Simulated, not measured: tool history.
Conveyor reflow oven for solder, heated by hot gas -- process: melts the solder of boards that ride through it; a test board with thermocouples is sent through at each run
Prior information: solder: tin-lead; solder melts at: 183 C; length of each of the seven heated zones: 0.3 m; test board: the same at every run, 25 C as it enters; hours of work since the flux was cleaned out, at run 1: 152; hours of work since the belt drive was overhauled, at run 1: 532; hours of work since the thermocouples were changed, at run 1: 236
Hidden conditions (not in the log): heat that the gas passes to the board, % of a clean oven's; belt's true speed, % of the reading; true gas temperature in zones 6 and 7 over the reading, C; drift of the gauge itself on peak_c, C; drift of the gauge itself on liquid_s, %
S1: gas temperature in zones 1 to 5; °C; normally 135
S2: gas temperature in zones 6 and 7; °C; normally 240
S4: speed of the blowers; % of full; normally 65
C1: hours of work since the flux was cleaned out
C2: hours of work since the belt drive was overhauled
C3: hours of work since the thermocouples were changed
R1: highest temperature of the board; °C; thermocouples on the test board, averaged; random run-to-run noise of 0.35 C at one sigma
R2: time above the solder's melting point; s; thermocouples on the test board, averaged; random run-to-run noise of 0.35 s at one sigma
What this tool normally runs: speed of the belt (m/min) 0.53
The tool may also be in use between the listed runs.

Run 1, hour 0: usual settings; C1 152; C2 532; C3 236. Result: R1 220.3 °C, R2 51.5 s.
At hour 27.9: flux residue cleaned out of gas plates and filters.
Run 2, hour 59.5: usual settings but S4 54 % of full; C1 25; C2 575; C3 280. Result: R1 216.5 °C, R2 48.5 s.
Run 3, hour 119.4: usual settings but S2 246 °C, S4 54 % of full; C1 73; C2 623; C3 327. Result: R1 221.5 °C, R2 52 s.
Run 4, hour 167.6: usual settings; C1 111; C2 662; C3 366. Result: R1 220.8 °C, R2 51.6 s.
Run 5, hour 199: usual settings but speed of the belt (m/min) 0.52; C1 137; C2 687; C3 391. Result: R1 221.5 °C, R2 53.3 s.
Run 6, hour 233.4: usual settings but S1 139 °C; C1 164; C2 714; C3 418. Result: R1 221.2 °C, R2 53.4 s.
At hour 248: flux residue cleaned out of gas plates and filters.
Run 7, hour 277: usual settings but S1 139 °C; C1 23; C2 745; C3 449. Result: R1 221.4 °C, R2 53.4 s.
Run 8, hour 332.2: usual settings but S4 76 % of full; C1 67; C2 789; C3 493. Result: R1 223.9 °C, R2 54.6 s.
Run 9, hour 396.3: usual settings but S1 137 °C; C1 118; C2 840; C3 544. Result: R1 220.4 °C, R2 53.3 s.
Run 10, hour 456.5: usual settings; C1 166; C2 888; C3 592. Result: R1 220.8 °C, R2 51.6 s.
At hour 465.2: flux residue cleaned out of gas plates and filters.
Run 11, hour 495.3: usual settings but speed of the belt (m/min) 0.441; C1 24; C2 915; C3 619. Result: R1 227.2 °C, R2 67.6 s.
Run 12, hour 536.8: usual settings but speed of the belt (m/min) 0.441; C1 57; C2 948; C3 653. Result: R1 226.7 °C, R2 67.3 s.
Run 13, hour 599.6: usual settings but speed of the belt (m/min) 0.441; C1 107; C2 998; C3 703. Result: R1 226.3 °C, R2 67.9 s.
Run 14, hour 656.8: usual settings but speed of the belt (m/min) 0.428; C1 153; C2 1044; C3 748. Result: R1 227.1 °C, R2 70.1 s.
At hour 669.9: thermocouples of zones 6 and 7 changed.
At hour 686.7: flux residue cleaned out of gas plates and filters.
Run 15, hour 725.9: usual settings; C1 31; C2 1094; C3 41. Result: R1 221 °C, R2 51.9 s.
Run 16, hour 767.7: usual settings; C1 65; C2 1127; C3 74. Result: R1 221 °C, R2 51 s.
Run 17, hour 830.1: usual settings but speed of the belt (m/min) 0.444; C1 114; C2 1177; C3 124. Result: R1 226.2 °C, R2 67 s.
Run 18, hour 879.7: usual settings but S1 121 °C, speed of the belt (m/min) 0.619, S4 53 % of full; C1 154; C2 1216; C3 163. Result: R1 205.4 °C, R2 29.3 s.
At hour 905.7: flux residue cleaned out of gas plates and filters.
At hour 909.7: belt drive overhauled, speed set with a stopwatch.
Run 19, hour 932.4: usual settings but S1 133 °C, S2 244 °C; C1 18; C2 18; C3 198. Result: R1 223.7 °C, R2 53.1 s.
Run 20, hour 962.9: usual settings but S1 133 °C, S2 244 °C, S4 88 % of full; C1 42; C2 42; C3 223. Result: R1 228.6 °C, R2 57.1 s.
Run 21, hour 1030.1: usual settings but S1 133 °C, S2 244 °C, S4 88 % of full; C1 96; C2 96; C3 276. Result: R1 229.2 °C, R2 56.2 s.
Run 22, hour 1076.2: usual settings but S1 124 °C, S4 53 % of full; C1 133; C2 133; C3 313. Result: R1 214 °C, R2 42.5 s.
Run 23, hour 1103.7: usual settings but S1 124 °C, S4 53 % of full; C1 155; C2 155; C3 335. Result: R1 213.6 °C, R2 43.1 s.
At hour 1127.2: flux residue cleaned out of gas plates and filters.
Run 24, hour 1147.8: usual settings but S1 144 °C, speed of the belt (m/min) 0.453, S4 53 % of full; C1 17; C2 186; C3 366. Result: R1 223.6 °C, R2 66 s.
Run 25, hour 1180.4: usual settings but S1 120 °C, speed of the belt (m/min) 0.523; C1 43; C2 212; C3 392. Result: R1 218.3 °C, R2 47.3 s.
Run 26, hour 1220.3: usual settings but S1 120 °C, speed of the belt (m/min) 0.523; C1 74; C2 244; C3 424. Result: R1 218.4 °C, R2 46.9 s.
Run 27, hour 1248.9: usual settings but S1 120 °C, speed of the belt (m/min) 0.523; C1 97; C2 267; C3 447. Result: R1 218.5 °C, R2 46.9 s.
Run 28, hour 1306.2: usual settings but S1 139 °C, S2 239 °C, speed of the belt (m/min) 0.458, S4 85 % of full; C1 143; C2 312; C3 493. Result: R1 229.5 °C, R2 68.2 s.
At hour 1347.7: flux residue cleaned out of gas plates and filters.
Run 29, hour 1349.3: usual settings but S1 139 °C, S2 239 °C, speed of the belt (m/min) 0.458, S4 85 % of full; C1 1; C2 343; C3 523. Result: R1 229 °C, R2 67.3 s.

Branching from run 29: 4 alternative next runs. What would each branch give?
Run A, hour 1383.5: usual settings but S1 139 °C, S2 239 °C, speed of the belt (m/min) 0.48, S4 69 % of full; C1 29; C2 370; C3 550. Result: R1 ?, R2 ?.
Run B, hour 1383.5: usual settings but speed of the belt (m/min) 0.609; C1 29; C2 370; C3 550. Result: R1 ?, R2 ?.
Run C, hour 1383.5: usual settings but S1 138 °C, speed of the belt (m/min) 0.506, S4 51 % of full; C1 29; C2 370; C3 550. Result: R1 ?, R2 ?.
Run D, hour 1383.5: usual settings but speed of the belt (m/min) 0.467; C1 29; C2 370; C3 550. Result: R1 ?, R2 ?.

run     R1    R2
  A  224.9  61.9
  B  214.8  40.9
  C  217.8  52.9
  D  225.6  61.9
Take away the tool's hidden state, keep each run's random variation, and the runs would have read:
run     R1    R2
  A  224.8  61.8
  B  214.7  40.8
  C  217.7  52.8
  D  225.5  61.8
